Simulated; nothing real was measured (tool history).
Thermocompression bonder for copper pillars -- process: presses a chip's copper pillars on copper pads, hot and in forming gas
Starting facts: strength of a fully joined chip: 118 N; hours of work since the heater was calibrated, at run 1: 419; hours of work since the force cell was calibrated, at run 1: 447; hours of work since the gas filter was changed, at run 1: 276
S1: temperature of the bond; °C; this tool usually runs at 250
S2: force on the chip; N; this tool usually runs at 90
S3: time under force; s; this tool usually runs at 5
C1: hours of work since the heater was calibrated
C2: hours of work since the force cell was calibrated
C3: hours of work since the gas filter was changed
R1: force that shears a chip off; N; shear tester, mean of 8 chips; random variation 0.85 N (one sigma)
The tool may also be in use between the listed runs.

run   hour   S1  S2  S3   C1   C2   C3    R1
  1      0  250  90   5  419  447  276  69.9
  2    6.7  250  90   5  424  453  282  69.6
  3   19.5  250  90   5  434  463  292  69.6
  4   29.9  250  90   5  442  471  300    69
  5   42.9  250  90   5  453  481  310  68.1
      44.1  -- forming gas filter changed
  6   51.8  250  90   5  459  487    6  69.1
  7   62.9  250  90   9  468  496   15  82.5
  8   75.5  250  90   9  478  506   24    81
  9   82.9  250  90   9  483  511   30  82.4
 10   89.4  250  90   9  488  517   35  81.5
 11   96.9  250  90   5  494  522   41  68.6
 12  108.5  250  90   5  503  531   50  69.7
 13    121  250  90   5  513  541   60  69.6
 14  127.8  250  90   5  518  546   65  67.5
 15  138.5  250  90   5  526  555   73  68.3
 16  151.1  250  90   5  536  564   83  69.1
 17  159.7  250  90   5  543  571   90    69
 18  173.4  222  98   3  553  582  100  36.9

Predict the results of run 19:
 19  183.9  222  98   3  562  590  109   ?

{"run 19": {"R1": 37.7}}
The same run, on a tool lacking any hidden state, would have yielded R1 37.8 N.
